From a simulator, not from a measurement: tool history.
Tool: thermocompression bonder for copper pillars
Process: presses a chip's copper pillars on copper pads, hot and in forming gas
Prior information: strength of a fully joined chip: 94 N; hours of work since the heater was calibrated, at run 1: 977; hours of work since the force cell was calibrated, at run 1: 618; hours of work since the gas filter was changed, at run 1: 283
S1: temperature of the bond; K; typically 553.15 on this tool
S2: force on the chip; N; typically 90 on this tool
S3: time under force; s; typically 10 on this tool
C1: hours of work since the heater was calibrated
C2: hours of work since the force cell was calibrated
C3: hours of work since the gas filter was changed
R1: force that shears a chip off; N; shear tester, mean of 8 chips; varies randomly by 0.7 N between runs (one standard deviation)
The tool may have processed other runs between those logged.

Run 1, day 0: usual settings; C1 977; C2 618; C3 283. Result: R1 50.5 N.
Run 2, day 1.05: usual settings but S3 6 s; C1 993; C2 634; C3 300. Result: R1 41.5 N.
Run 3, day 1.612: usual settings but S3 6 s; C1 1002; C2 643; C3 309. Result: R1 43.2 N.
Run 4, day 2.862: usual settings but S3 6 s; C1 1022; C2 662; C3 328. Result: R1 43 N.
Run 5, day 3.504: usual settings but S3 18 s; C1 1032; C2 673; C3 338. Result: R1 60.2 N.
Run 6, day 4.712: usual settings but S3 18 s; C1 1051; C2 691; C3 357. Result: R1 58.9 N.
At day 4.9: forming gas filter changed.
Run 7, day 5.708: usual settings; C1 1066; C2 707; C3 13. Result: R1 56 N.
Run 8, day 6.979: usual settings; C1 1086; C2 727; C3 33. Result: R1 55.7 N.
Run 9, day 7.571: usual settings; C1 1095; C2 736; C3 42. Result: R1 54.1 N.
Run 10, day 8.271: usual settings but S2 63 N; C1 1106; C2 747; C3 53. Result: R1 44 N.
Run 11, day 9.392: usual settings but S1 525.15 K; C1 1124; C2 765; C3 70. Result: R1 40.1 N.
Run 12, day 10.608: usual settings but S1 571.15 K, S3 16 s; C1 1143; C2 784; C3 90. Result: R1 70.3 N.
Run 13, day 11.3: usual settings but S1 544.15 K, S2 88 N, S3 17 s; C1 1154; C2 794; C3 100. Result: R1 56.5 N.

Run 14 has not been measured yet. What should we expect?
Run 14, day 11.875: usual settings but S1 544.15 K, S2 109 N, S3 15 s; C1 1163; C2 803; C3 109. Result: R1 ?.

{"run 14": {"R1": 60.8}}
Had the tool carried no hidden state, the very same run would have given R1 55.4 N.
